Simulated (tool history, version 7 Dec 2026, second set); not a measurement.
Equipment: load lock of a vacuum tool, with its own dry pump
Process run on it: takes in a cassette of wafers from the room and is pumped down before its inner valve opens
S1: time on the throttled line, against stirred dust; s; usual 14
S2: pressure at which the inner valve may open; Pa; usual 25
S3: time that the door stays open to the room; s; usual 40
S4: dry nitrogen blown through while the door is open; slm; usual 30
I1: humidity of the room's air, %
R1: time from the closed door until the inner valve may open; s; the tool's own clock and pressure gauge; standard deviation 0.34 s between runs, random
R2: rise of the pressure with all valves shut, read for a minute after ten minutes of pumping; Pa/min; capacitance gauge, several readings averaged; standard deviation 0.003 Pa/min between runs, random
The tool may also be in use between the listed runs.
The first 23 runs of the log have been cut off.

run      day  S1  S2   S3  S4    I1    R1     R2
 24  358.679  21  21  116  17  39.8  37.8  0.254
 25  378.042  17  25   40   6  45.6  33.9  0.265
 26  396.342  11  28   28   6  43.4  29.6  0.276
 27  418.412  12  28  100   8  44.7  30.3  0.328
 28  430.400  12  28  100   8  42.8  30.8  0.338
 29  441.388  12  37  100  13  38.0  29.9  0.352
 30  456.792  14  25   29   7  44.3  32.6  0.360
     460.892  -- dry pump taken out, an overhauled one fitted
 31  472.525  14  25   29   7  44.3  28.7  0.378
 32  485.438  14  25   29   7  46.5  28.3  0.406
 33  494.679  14  25   78  18  45.3  28.3  0.423
     504.662  -- door's seal changed, seat wiped
 34  509.542  14  25   50  18  45.2  28.4  0.042
 35  527.583  20  25   40  20  45.7  32.5  0.044
 36  539.554   9  42   47   7  50.6  23.4  0.066
 37  560.775   8  44   40  30  46.1  22.5  0.045

Forecast each of these 3 alternatives for the next run:
  A  571.304  18  44  218  30  48.8   ?   ?
  B  571.304  11  25   40  10  46.8   ?   ?
  C  571.304  20  44   40   5  46.3   ?   ?

run    R1     R2
  A  30.8  0.082
  B  26.6  0.067
  C  32.2  0.070
What these runs would have given with no unlogged condition in the tool:
run    R1     R2
  A  30.5  0.059
  B  26.2  0.045
  C  31.9  0.048
